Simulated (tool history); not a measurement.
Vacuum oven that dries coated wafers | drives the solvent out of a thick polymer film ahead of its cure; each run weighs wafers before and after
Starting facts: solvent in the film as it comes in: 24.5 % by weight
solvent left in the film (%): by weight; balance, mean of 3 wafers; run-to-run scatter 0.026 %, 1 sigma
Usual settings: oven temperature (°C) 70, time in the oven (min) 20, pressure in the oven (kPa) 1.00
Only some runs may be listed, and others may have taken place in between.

run     day  oven temperature (°C)  time in the oven (min)  pressure in the oven (kPa)  solvent left in the film (%)
  1   0.000                     70                      20                        1.00                          1.98
  2   2.117                     70                      20                        1.00                          2.02
  3   3.850                     70                      20                        1.00                          1.99
  4   5.096                     70                      20                        1.00                          2.03
  5   7.896                     70                      19                        1.00                          2.17
  6  10.692                     70                      20                        1.19                          2.09
  7  13.350                     70                      25                        1.00                          1.39
  8  16.079                     70                      20                        2.50                          3.05
  9  18.617                     70                      20                        2.50                          2.99
 10  20.954                     70                      20                        2.50                          2.97
 11  23.033                     70                      15                        1.00                          3.10
 12  24.675                     70                      15                        1.00                          3.07
 13  27.388                     70                      15                        1.00                          3.09
 14  29.662                     70                      15                        1.00                          3.16
 15  31.996                     70                      15                        1.00                          3.09
 16  33.146                     80                      20                        0.51                          0.31
     33.392  -- vacuum gauge cleaned of residue and calibrated
 17  34.512                     82                      20                        2.96                          1.40
 18  36.592                     70                      24                        1.00                          1.54
 19  38.625                     61                      14                        1.00                          8.74
 20  40.096                     67                      14                        0.91                          4.94
 21  41.442                     75                      19                        2.30                          1.84
 22  44.192                     75                      19                        2.30                          1.77
     45.483  -- vacuum gauge cleaned of residue and calibrated, once more
 23  45.654                     62                      20                        1.00                          5.49
 24  48.200                     71                      14                        1.57                          3.16
 25  50.396                     59                      31                        1.16                          4.71
 26  51.604                     59                      31                        1.16                          4.70
 27  53.650                     59                      31                        1.16                          4.64

Some steps in solvent left in the film (%) between neighbouring runs. How much of each would the tool show without its hidden state too (settings, what came in, random variation), and how much is left for the hidden state, with any gauge scatter that isn't in both results?
Hidden state present: true wafer temperature over the reading, C; true pressure over the reading, kPa; drift of the gauge itself on solvent_pct, %.
Run 18 -> 19: oven temperature (°C) 70 -> 61, time in the oven (min) 24 -> 14. solvent left in the film (%) +7.20: hidden state -0.51, all else +7.71.
Run 19 -> 20: oven temperature (°C) 61 -> 67, pressure in the oven (kPa) 1.00 -> 0.91. solvent left in the film (%) -3.80: hidden state +0.05, all else -3.85.
Run 22 -> 23: oven temperature (°C) 75 -> 62, time in the oven (min) 19 -> 20, pressure in the oven (kPa) 2.30 -> 1.00, vacuum gauge cleaned of residue and calibrated, once more. solvent left in the film (%) +3.72: hidden state -0.74, all else +4.46.

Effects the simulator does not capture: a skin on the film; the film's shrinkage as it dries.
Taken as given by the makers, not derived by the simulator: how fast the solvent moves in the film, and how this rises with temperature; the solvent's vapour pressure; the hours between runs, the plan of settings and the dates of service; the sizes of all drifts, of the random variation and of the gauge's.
